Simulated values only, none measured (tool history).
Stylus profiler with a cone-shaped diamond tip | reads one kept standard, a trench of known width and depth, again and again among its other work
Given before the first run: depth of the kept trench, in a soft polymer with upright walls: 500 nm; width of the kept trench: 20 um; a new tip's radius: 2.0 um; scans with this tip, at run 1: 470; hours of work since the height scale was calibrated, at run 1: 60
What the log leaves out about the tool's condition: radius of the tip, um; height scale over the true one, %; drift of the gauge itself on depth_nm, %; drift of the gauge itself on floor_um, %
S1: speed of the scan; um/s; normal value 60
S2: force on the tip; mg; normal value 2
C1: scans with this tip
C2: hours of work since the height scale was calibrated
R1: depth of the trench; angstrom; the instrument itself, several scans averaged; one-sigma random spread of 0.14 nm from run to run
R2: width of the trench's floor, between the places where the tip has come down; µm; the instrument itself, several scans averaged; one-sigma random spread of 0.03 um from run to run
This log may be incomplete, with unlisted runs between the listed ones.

{"run": 1, "hour": 0.0, "S1": 60, "S2": 2, "C1": 470, "C2": 60, "R1": 5033.1, "R2": 17.26}
{"run": 2, "hour": 11.6, "S1": 60, "S2": 1.48, "C1": 536, "C2": 69, "R1": 5025.9, "R2": 17.24}
{"run": 3, "hour": 23.3, "S1": 60, "S2": 1.48, "C1": 603, "C2": 77, "R1": 5025.1, "R2": 17.2}
{"run": 4, "hour": 35.6, "S1": 60, "S2": 0.91, "C1": 673, "C2": 86, "R1": 5020.4, "R2": 17.21}
{"run": 5, "hour": 45.0, "S1": 60, "S2": 2, "C1": 727, "C2": 93, "R1": 5031.2, "R2": 17.23}
{"run": 6, "hour": 54.4, "S1": 60, "S2": 2, "C1": 780, "C2": 100, "R1": 5029.3, "R2": 17.28}
{"run": 7, "hour": 67.2, "S1": 60, "S2": 2, "C1": 853, "C2": 109, "R1": 5034.2, "R2": 17.27}
{"run": 8, "hour": 79.4, "S1": 60, "S2": 3.46, "C1": 923, "C2": 118, "R1": 5044.2, "R2": 17.28}
{"run": 9, "hour": 91.5, "S1": 60, "S2": 2, "C1": 992, "C2": 127, "R1": 5034.9, "R2": 17.23}
{"run": 10, "hour": 101.5, "S1": 60, "S2": 2.46, "C1": 1049, "C2": 134, "R1": 5037.5, "R2": 17.19}
{"run": 11, "hour": 111.7, "S1": 60, "S2": 2.46, "C1": 1107, "C2": 142, "R1": 5037.2, "R2": 17.25}
{"run": 12, "hour": 118.7, "S1": 60, "S2": 0.98, "C1": 1147, "C2": 147, "R1": 5017.5, "R2": 17.15}
{"run": 13, "hour": 131.6, "S1": 60, "S2": 0.98, "C1": 1220, "C2": 156, "R1": 5020.8, "R2": 17.21}
{"run": 14, "hour": 138.8, "S1": 60, "S2": 0.98, "C1": 1261, "C2": 162, "R1": 5020.1, "R2": 17.23}
{"run": 15, "hour": 147.3, "S1": 60, "S2": 0.98, "C1": 1310, "C2": 168, "R1": 5018.2, "R2": 17.14}
{"run": 16, "hour": 160.6, "S1": 60, "S2": 2, "C1": 1385, "C2": 178, "R1": 5031.9, "R2": 17.3}
{"run": 17, "hour": 170.2, "S1": 28, "S2": 2, "C1": 1440, "C2": 185, "R1": 5032.5, "R2": 17.31}
{"run": 18, "hour": 180.2, "S1": 28, "S2": 1, "C1": 1497, "C2": 192, "R1": 5019.7, "R2": 17.29}
{"run": 19, "hour": 191.8, "S1": 28, "S2": 1, "C1": 1563, "C2": 200, "R1": 5021.1, "R2": 17.28}
{"run": 20, "hour": 202.3, "S1": 64, "S2": 0.94, "C1": 1623, "C2": 208, "R1": 5017.7, "R2": 17.15}
{"run": 21, "hour": 210.3, "S1": 37, "S2": 2.68, "C1": 1668, "C2": 214, "R1": 5034.9, "R2": 17.27}
{"run": 22, "hour": 224.6, "S1": 41, "S2": 4.64, "C1": 1750, "C2": 224, "R1": 5052.7, "R2": 17.32}
{"run": 23, "hour": 236.0, "S1": 202, "S2": 2.36, "C1": 1815, "C2": 233, "R1": 5035.5, "R2": 17.02}
{"run": 24, "hour": 244.5, "S1": 141, "S2": 0.93, "C1": 1863, "C2": 239, "R1": 5018, "R2": 16.94}
{"run": 25, "hour": 258.6, "S1": 141, "S2": 0.93, "C1": 1944, "C2": 249, "R1": 5019.5, "R2": 16.95}
{"run": 26, "hour": 273.1, "S1": 60, "S2": 3.96, "C1": 2026, "C2": 260, "R1": 5050.8, "R2": 17.29}
{"run": 27, "hour": 282.8, "S1": 60, "S2": 3.96, "C1": 2082, "C2": 267, "R1": 5052.7, "R2": 17.3}
{"run": 28, "hour": 298.2, "S1": 18, "S2": 3.3, "C1": 2169, "C2": 278, "R1": 5045.1, "R2": 17.29}
{"run": 29, "hour": 308.3, "S1": 18, "S2": 3.3, "C1": 2227, "C2": 285, "R1": 5046.3, "R2": 17.33}
{"run": 30, "hour": 320.5, "S1": 25, "S2": 0.8, "C1": 2297, "C2": 294, "R1": 5018.5, "R2": 17.23}
{"run": 31, "hour": 334.6, "S1": 21, "S2": 3.07, "C1": 2377, "C2": 305, "R1": 5042.5, "R2": 17.28}
{"run": 32, "hour": 348.7, "S1": 21, "S2": 3.07, "C1": 2457, "C2": 315, "R1": 5044.5, "R2": 17.31}
{"run": 33, "hour": 362.9, "S1": 31, "S2": 2.84, "C1": 2538, "C2": 325, "R1": 5043.6, "R2": 17.3}

Each row is a separate what-if for the run after 33, all from the same tool condition, not one after another. Results?
{"run": "A", "hour": 373.0, "S1": 60, "S2": 2.28, "C1": 2596, "C2": 333, "R1": "?", "R2": "?"}
{"run": "B", "hour": 373.0, "S1": 147, "S2": 1.86, "C1": 2596, "C2": 333, "R1": "?", "R2": "?"}
{"run": "C", "hour": 373.0, "S1": 77, "S2": 3.63, "C1": 2596, "C2": 333, "R1": "?", "R2": "?"}

run=A R1=5033.7 R2=17.26
run=B R1=5028.8 R2=17.07
run=C R1=5050.6 R2=17.3
Had the tool no hidden state, the same runs would have come out as:
run=A R1=5033.7 R2=17.26
run=B R1=5028.8 R2=17.07
run=C R1=5050.6 R2=17.3
